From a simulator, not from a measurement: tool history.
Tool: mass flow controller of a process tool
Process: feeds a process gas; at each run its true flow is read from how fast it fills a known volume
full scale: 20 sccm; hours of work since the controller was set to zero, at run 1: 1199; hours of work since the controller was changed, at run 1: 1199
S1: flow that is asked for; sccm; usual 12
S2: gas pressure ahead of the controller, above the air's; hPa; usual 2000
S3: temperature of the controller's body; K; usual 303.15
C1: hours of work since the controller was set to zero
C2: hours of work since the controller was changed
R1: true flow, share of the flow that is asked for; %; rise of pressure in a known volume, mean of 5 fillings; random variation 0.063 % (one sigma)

run	hour	S1	S2	S3	C1	C2	R1
1	0.0	12	2000	303.15	1199	1199	99.39
2	419.1	12	2000	303.15	1334	1334	99.53
3	789.4	12	2000	304.15	1452	1452	99.62
4	1172.1	12	2000	303.15	1575	1575	99.49
5	1351.2	12	2000	303.15	1633	1633	99.39
6	1704.7	12	2070	303.15	1746	1746	99.52
7	2070.1	2	2070	303.15	1864	1864	100.47
8	2307.9	2	2070	303.15	1940	1940	100.43
9	2496.3	2	2070	303.15	2001	2001	100.48
10	2903.3	19	2000	303.15	2131	2131	100.07
11	3228.6	4	2000	303.15	2236	2236	99.68
12	3432.9	4	2000	303.15	2301	2301	99.65
13	3663.1	4	2000	303.15	2375	2375	99.60
14	3857.1	4	2000	303.15	2438	2438	99.54
15	4247.0	12	2790	303.15	2563	2563	99.15
16	4440.4	19	2000	303.15	2625	2625	99.97
17	4623.0	19	2000	303.15	2684	2684	99.95
18	4906.3	19	2000	303.15	2775	2775	99.85
19	5212.6	12	2000	303.15	2873	2873	99.40
20	5629.0	12	2000	303.15	3007	3007	99.36
21	5972.4	12	2000	303.15	3117	3117	99.38
22	6194.2	12	2000	308.15	3188	3188	99.78
23	6488.6	16	2570	303.15	3283	3283	99.35
24	6746.7	16	2570	303.15	3366	3366	99.31
25	7081.6	16	2570	303.15	3473	3473	99.47
26	7329.6	2	2570	303.15	3553	3553	101.79
27	7691.5	5	1630	304.15	3669	3669	100.16
28	7930.4	5	1630	304.15	3746	3746	100.02
29	8325.5	8	2150	295.15	3873	3873	98.68
30	8609.0	8	2150	295.15	3964	3964	98.61
31	8966.6	8	2150	295.15	4079	4079	98.56
32	9364.7	8	2150	295.15	4207	4207	98.62
33	9588.5	8	2150	295.15	4278	4278	98.68
34	9850.7	17	1760	295.15	4363	4363	99.14
35	10107.2	17	2000	303.15	4445	4445	99.49
36	10434.8	17	2000	303.15	4550	4550	99.45
37	10851.2	17	1560	312.15	4684	4684	100.38
38	11028.0	5	1670	310.15	4741	4741	100.65
39	11286.3	7	1780	303.15	4824	4824	99.52
40	11492.2	12	2410	296.15	4890	4890	98.52
41	11844.7	12	2410	296.15	5003	5003	98.51
42	12187.4	9	2250	307.15	5113	5113	99.43
43	12468.1	9	2250	307.15	5203	5203	99.56
44	12810.6	9	2250	307.15	5313	5313	99.54

Measured less the same run without the tool's hidden state. The same run-to-run variation is in both; the gauge's scatter may not be:
The hidden state here: flow at rest that the sensor doesn't see, % of full scale; true flow over the shown one, %; drift of the gauge itself on true_pct, %.
run	R1
1	-0.07
2	-0.08
3	-0.10
4	-0.10
5	-0.10
6	-0.12
7	+1.88
8	+1.95
9	+2.02
10	-0.31
11	+0.81
12	+0.83
13	+0.85
14	+0.87
15	-0.18
16	-0.39
17	-0.40
18	-0.41
19	-0.19
20	-0.21
21	-0.22
22	-0.22
23	-0.40
24	-0.41
25	-0.42
26	+3.54
27	+0.83
28	+0.86
29	+0.13
30	+0.14
31	+0.14
32	+0.15
33	+0.15
34	-0.58
35	-0.59
36	-0.60
37	-0.63
38	+1.06
39	+0.38
40	-0.35
41	-0.36
42	-0.01
43	-0.01
44	-0.01
